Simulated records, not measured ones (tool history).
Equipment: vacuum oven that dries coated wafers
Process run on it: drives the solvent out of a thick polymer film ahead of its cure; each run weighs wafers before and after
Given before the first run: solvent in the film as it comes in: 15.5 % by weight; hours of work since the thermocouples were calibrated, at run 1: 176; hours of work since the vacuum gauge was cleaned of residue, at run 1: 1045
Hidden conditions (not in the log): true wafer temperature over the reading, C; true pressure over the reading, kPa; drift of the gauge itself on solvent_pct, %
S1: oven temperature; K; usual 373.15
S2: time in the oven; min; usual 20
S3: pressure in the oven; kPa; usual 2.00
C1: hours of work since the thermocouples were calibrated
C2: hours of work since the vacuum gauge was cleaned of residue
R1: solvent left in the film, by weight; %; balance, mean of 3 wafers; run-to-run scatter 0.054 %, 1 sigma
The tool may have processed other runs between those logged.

Run 1, hour 0.0: usual settings; C1 176; C2 1045. Result: R1 2.26 %.
Run 2, hour 65.9: usual settings but S1 385.15 K; C1 212; C2 1081. Result: R1 1.26 %.
Run 3, hour 140.5: usual settings but S1 385.15 K; C1 252; C2 1121. Result: R1 1.14 %.
Run 4, hour 223.8: usual settings but S1 385.15 K; C1 297; C2 1166. Result: R1 1.21 %.
Run 5, hour 328.8: usual settings but S3 7.75 kPa; C1 354; C2 1223. Result: R1 6.84 %.
Run 6, hour 409.1: usual settings but S2 19 min; C1 397; C2 1266. Result: R1 2.49 %.
Run 7, hour 460.5: usual settings; C1 425; C2 1294. Result: R1 2.39 %.
Run 8, hour 540.1: usual settings; C1 468; C2 1337. Result: R1 2.40 %.
Run 9, hour 626.5: usual settings; C1 514; C2 1384. Result: R1 2.50 %.
Run 10, hour 685.7: usual settings; C1 546; C2 1416. Result: R1 2.45 %.
At hour 696.9: oven's thermocouples calibrated.
Run 11, hour 765.2: usual settings but S3 5.01 kPa; C1 37; C2 1457. Result: R1 4.94 %.
Run 12, hour 853.2: usual settings but S1 381.15 K; C1 84; C2 1505. Result: R1 1.63 %.
Run 13, hour 965.2: usual settings but S1 366.15 K; C1 145; C2 1566. Result: R1 4.00 %.
Run 14, hour 1031.9: usual settings but S1 366.15 K; C1 181; C2 1602. Result: R1 4.08 %.
Run 15, hour 1130.4: usual settings but S1 376.15 K, S2 17 min, S3 5.33 kPa; C1 234; C2 1655. Result: R1 4.77 %.
At hour 1206.2: oven's thermocouples calibrated, once more.
Run 16, hour 1214.4: usual settings but S1 376.15 K, S2 17 min, S3 5.33 kPa; C1 4; C2 1699. Result: R1 4.37 %.
Run 17, hour 1266.5: usual settings but S2 36 min; C1 33; C2 1727. Result: R1 1.82 %.
Run 18, hour 1356.9: usual settings but S2 36 min; C1 81; C2 1776. Result: R1 1.88 %.
At hour 1373.0: vacuum gauge cleaned of residue and calibrated.
Run 19, hour 1464.0: usual settings but S1 368.15 K, S2 31 min, S3 4.13 kPa; C1 138; C2 49. Result: R1 4.08 %.
Run 20, hour 1561.0: usual settings but S1 368.15 K, S2 31 min, S3 4.13 kPa; C1 191; C2 102. Result: R1 4.12 %.
Run 21, hour 1626.8: usual settings but S2 27 min; C1 226; C2 137. Result: R1 1.81 %.
Run 22, hour 1678.5: usual settings but S2 27 min; C1 254; C2 165. Result: R1 1.77 %.
Run 23, hour 1788.5: usual settings but S2 27 min; C1 314; C2 225. Result: R1 1.77 %.

Predict each of these 3 candidate next runs independently; none follows another, all start after run 23:
Run A, hour 1896.3: usual settings but S1 366.15 K, S3 2.62 kPa; C1 372; C2 283. Result: R1 ?.
Run B, hour 1896.3: usual settings but S1 385.15 K, S2 13 min, S3 2.13 kPa; C1 372; C2 283. Result: R1 ?.
Run C, hour 1896.3: usual settings but S1 383.15 K, S2 10 min, S3 6.25 kPa; C1 372; C2 283. Result: R1 ?.

run    R1
  A  4.13
  B  1.36
  C  4.30
With no hidden state in the tool, these same runs would have given:
run    R1
  A  3.97
  B  1.29
  C  4.17

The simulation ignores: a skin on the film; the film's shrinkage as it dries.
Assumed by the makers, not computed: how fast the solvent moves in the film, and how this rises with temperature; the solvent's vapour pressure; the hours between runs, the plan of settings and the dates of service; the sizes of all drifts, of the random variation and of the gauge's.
